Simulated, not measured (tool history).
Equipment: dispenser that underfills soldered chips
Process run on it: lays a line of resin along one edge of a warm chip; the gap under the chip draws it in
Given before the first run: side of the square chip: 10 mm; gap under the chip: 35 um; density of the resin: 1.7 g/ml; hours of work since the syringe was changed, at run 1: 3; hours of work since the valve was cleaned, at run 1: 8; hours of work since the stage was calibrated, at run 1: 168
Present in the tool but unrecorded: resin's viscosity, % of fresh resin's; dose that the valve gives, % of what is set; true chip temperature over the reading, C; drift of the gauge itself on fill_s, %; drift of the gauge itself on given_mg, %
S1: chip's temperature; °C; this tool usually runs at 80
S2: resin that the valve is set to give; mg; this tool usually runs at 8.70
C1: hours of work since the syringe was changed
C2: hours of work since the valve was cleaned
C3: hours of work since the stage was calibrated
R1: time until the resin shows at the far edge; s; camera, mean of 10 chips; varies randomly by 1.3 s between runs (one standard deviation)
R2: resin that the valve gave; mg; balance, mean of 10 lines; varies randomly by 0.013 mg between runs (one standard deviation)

run   hour  S1     S2  C1  C2   C3     R1     R2
  1    0.0  80   8.70   3   8  168  143.7   8.64
  2    3.6  80   8.70   5  10  171  160.5   8.63
  3    9.8  80   8.70   9  14  175  185.8   8.60
      11.7  -- new syringe of resin
  4   16.1  80   8.70   3  18  179  146.4   8.59
  5   19.3  80   8.70   5  20  181  157.1   8.59
  6   23.4  80   8.70   7  22  183  176.2   8.57
      27.6  -- new syringe of resin
  7   30.2  66   8.70   2  27  187  270.3   8.52
  8   33.2  66   8.70   4  28  189  297.1   8.54
  9   39.2  66   8.70   7  32  193  348.0   8.51
      43.4  -- new syringe of resin
 10   43.4  94   8.70   0  35  196   67.6   8.51
 11   49.1  80   8.70   4  38  199  147.9   8.48
 12   55.4  80   8.70   8  42  203  175.2   8.48
 13   58.9  80   8.70  10  45  205  187.0   8.47
      59.5  -- new syringe of resin
      61.6  -- dispensing valve cleaned and set on the balance
 14   64.3  80   8.70   2   2  208  147.5   8.70
 15   67.2  80   8.70   4   4  210  156.5   8.69
 16   71.2  80   8.70   7   6  213  173.4   8.71
      76.3  -- new syringe of resin
 17   76.4  80  10.45   0   9  216  127.5  10.41
 18   80.2  80  10.45   2  12  218  142.0  10.38
 19   85.9  86   7.45   6  15  222  131.0   7.41
 20   89.6  80   9.22   9  18  224  182.1   9.13
      92.2  -- new syringe of resin
 21   95.4  80   9.22   2  21  228  140.3   9.08
 22  100.3  93  10.67   5  24  231   86.7  10.53
 23  103.8  93  10.67   7  27  233   95.0  10.52
 24  107.6  91   7.93  10  29  235  118.0   7.79
     108.3  -- new syringe of resin
 25  110.7  87   7.93   2  31  237  103.8   7.79
 26  115.6  67   9.23   5  34  240  293.5   9.05
 27  119.2  91   8.70   7  36  243  104.7   8.53
     124.1  -- new syringe of resin
 28  124.1  91   8.70   0  39  246   77.4   8.51
 29  130.3  91   8.70   4  43  250   91.6   8.48
     134.9  -- dispensing valve cleaned and set on the balance
 30  137.1  91   8.70   8   1  253  105.7   8.69
     141.0  -- new syringe of resin
 31  142.1  90   9.43   1   4  256   83.2   9.39
 32  147.0  80   9.41   4   8  259  150.4   9.37
 33  151.6  84   7.79   7  10  262  146.6   7.72
     157.1  -- new syringe of resin
 34  157.3  84   7.79   0  14  266  113.6   7.74
 35  163.9  76   8.60   4  18  270  189.3   8.50

Some steps in R1 between neighbouring runs. How much of each would the tool show without its hidden state too (settings, what came in, random variation), and how much is left for the hidden state, with any gauge scatter that isn't in both results?
Run 8 -> 9: no setting changed, nothing entered. R1 +50.9 s: hidden state +50.5, all else +0.4.
Run 9 -> 10: S1 66 -> 94, new syringe of resin. R1 -280.4 s: hidden state -97.0, all else -183.4.
Run 25 -> 26: S1 87 -> 67, S2 7.93 -> 9.23. R1 +189.7 s: hidden state +50.5, all else +139.2.
Run 26 -> 27: S1 67 -> 91, S2 9.23 -> 8.70. R1 -188.8 s: hidden state -31.8, all else -157.0.
